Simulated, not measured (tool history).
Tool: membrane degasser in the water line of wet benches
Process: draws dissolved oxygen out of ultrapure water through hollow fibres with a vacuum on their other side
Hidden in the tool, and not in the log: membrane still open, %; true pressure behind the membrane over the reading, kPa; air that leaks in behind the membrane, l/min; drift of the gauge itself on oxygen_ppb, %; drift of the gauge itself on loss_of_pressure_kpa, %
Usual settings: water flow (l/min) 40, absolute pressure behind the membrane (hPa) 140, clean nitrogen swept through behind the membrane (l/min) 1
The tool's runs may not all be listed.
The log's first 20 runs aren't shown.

run	hour	water flow (l/min)	absolute pressure behind the membrane (hPa)	clean nitrogen swept through behind the membrane (l/min)	hours since the membrane was changed	hours since the vacuum gauge was calibrated	hours since the vacuum lines were made tight	dissolved oxygen in the water behind the degasser (ppb)	pressure that the water loses in the fibres (hPa)
21	1002.2	25	320	1.08	2361	1336	2631	1275.5	432
22	1061.6	25	320	0.91	2421	1395	2691	1446.8	435.9
23	1130	25	320	0.91	2489	1463	2759	1443.5	436.6
24	1161	40	219	2.19	2520	1494	2790	773.1	698.2
25	1229.4	49	259	0.65	2588	1563	2858	2398.2	852.7
26	1286.7	49	259	0.65	2646	1620	2916	2375.6	856.4
27	1346.5	25	335	0.53	2706	1680	2975	2166.6	436
28	1415.9	25	122	0.53	2775	1749	3045	772.1	437
29	1453.3	25	122	0.53	2812	1787	3082	777.9	434.5
30	1491.4	25	122	0.53	2850	1825	3120	774	437.7
31	1535	42	155	0.74	2894	1868	3164	1221	730.7

Forecast run 32:
32	1572.6	39	155	0.79	2932	1906	3202	?	?

Run 32 gave dissolved oxygen in the water behind the degasser (ppb) 1109, pressure that the water loses in the fibres (hPa) 674.3.
Without the tool's hidden state the same run would have given dissolved oxygen in the water behind the degasser (ppb) 1096.9, pressure that the water loses in the fibres (hPa) 662.3.
